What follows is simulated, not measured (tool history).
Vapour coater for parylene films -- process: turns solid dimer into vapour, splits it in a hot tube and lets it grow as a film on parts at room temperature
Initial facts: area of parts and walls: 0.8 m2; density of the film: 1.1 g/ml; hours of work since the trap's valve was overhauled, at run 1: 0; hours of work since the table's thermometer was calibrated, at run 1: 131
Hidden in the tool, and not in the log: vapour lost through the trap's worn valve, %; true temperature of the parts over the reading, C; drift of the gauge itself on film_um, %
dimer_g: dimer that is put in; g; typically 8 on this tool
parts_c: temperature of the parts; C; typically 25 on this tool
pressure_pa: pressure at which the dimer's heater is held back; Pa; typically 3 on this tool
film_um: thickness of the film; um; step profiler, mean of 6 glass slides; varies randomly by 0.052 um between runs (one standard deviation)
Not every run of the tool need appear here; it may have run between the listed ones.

| run | hour | dimer_g | parts_c | pressure_pa | hours of work since the trap's valve was overhauled | hours of work since the table's thermometer was calibrated | film_um |
|---|---|---|---|---|---|---|---|
| 1 | 0 | 8 | 25 | 3 | 0 | 131 | 5.97 |
| 2 | 32.1 | 8 | 25 | 3 | 21 | 152 | 5.91 |
| 3 | 71.8 | 8 | 25 | 3 | 48 | 179 | 6 |
| 4 | 114.7 | 11 | 25 | 3 | 77 | 207 | 7.97 |
| 5 | 146.8 | 11 | 25 | 3 | 98 | 229 | 7.91 |
| 6 | 179.1 | 8 | 36 | 3 | 120 | 250 | 3.39 |
| 7 | 212 | 8 | 25 | 3 | 142 | 272 | 5.79 |
| 8 | 257.8 | 8 | 25 | 3 | 172 | 303 | 5.57 |
| 9 | 320.6 | 8 | 25 | 3 | 214 | 345 | 5.42 |
| 10 | 353.9 | 8 | 25 | 6.2 | 237 | 367 | 5.07 |
|  | 360.4 | table's thermometer calibrated |
|  | 415.8 | trap's valve overhauled |
| 11 | 415.8 | 13 | 25 | 3 | 0 | 34 | 9.98 |
| 12 | 459.7 | 8 | 25 | 3 | 29 | 64 | 5.95 |
| 13 | 504.8 | 5 | 23 | 4.62 | 59 | 94 | 3.9 |
| 14 | 550.5 | 5 | 23 | 4.62 | 90 | 124 | 3.85 |
| 15 | 596 | 5 | 23 | 4.62 | 121 | 155 | 3.83 |
| 16 | 647.5 | 5 | 18 | 2.17 | 155 | 189 | 5.15 |
| 17 | 700.4 | 9 | 36 | 8.97 | 190 | 225 | 3.42 |
|  | 735.1 | table's thermometer calibrated, once more |
| 18 | 739 | 5 | 25 | 7.28 | 215 | 3 | 3.14 |
| 19 | 782.3 | 5 | 28 | 11.85 | 244 | 32 | 2.56 |
| 20 | 822 | 13 | 26 | 4.04 | 271 | 58 | 7.93 |
|  | 833.7 | trap's valve overhauled |
| 21 | 864.7 | 12 | 30 | 4.87 | 21 | 84 | 6.79 |
| 22 | 892.6 | 12 | 30 | 4.87 | 39 | 103 | 6.64 |
| 23 | 938 | 8 | 36 | 4.45 | 70 | 133 | 3.33 |
| 24 | 992.7 | 8 | 36 | 4.45 | 106 | 170 | 3.36 |

The logged runs with the hidden state left out (each run's random variation unchanged):
| run | film_um |
|---|---|
| 1 | 5.98 |
| 2 | 5.97 |
| 3 | 6.12 |
| 4 | 8.23 |
| 5 | 8.26 |
| 6 | 3.57 |
| 7 | 6.16 |
| 8 | 6 |
| 9 | 5.96 |
| 10 | 5.64 |
| 11 | 9.88 |
| 12 | 5.97 |
| 13 | 3.95 |
| 14 | 3.95 |
| 15 | 4 |
| 16 | 5.44 |
| 17 | 3.67 |
| 18 | 3.51 |
| 19 | 2.89 |
| 20 | 9.08 |
| 21 | 6.89 |
| 22 | 6.78 |
| 23 | 3.44 |
| 24 | 3.52 |

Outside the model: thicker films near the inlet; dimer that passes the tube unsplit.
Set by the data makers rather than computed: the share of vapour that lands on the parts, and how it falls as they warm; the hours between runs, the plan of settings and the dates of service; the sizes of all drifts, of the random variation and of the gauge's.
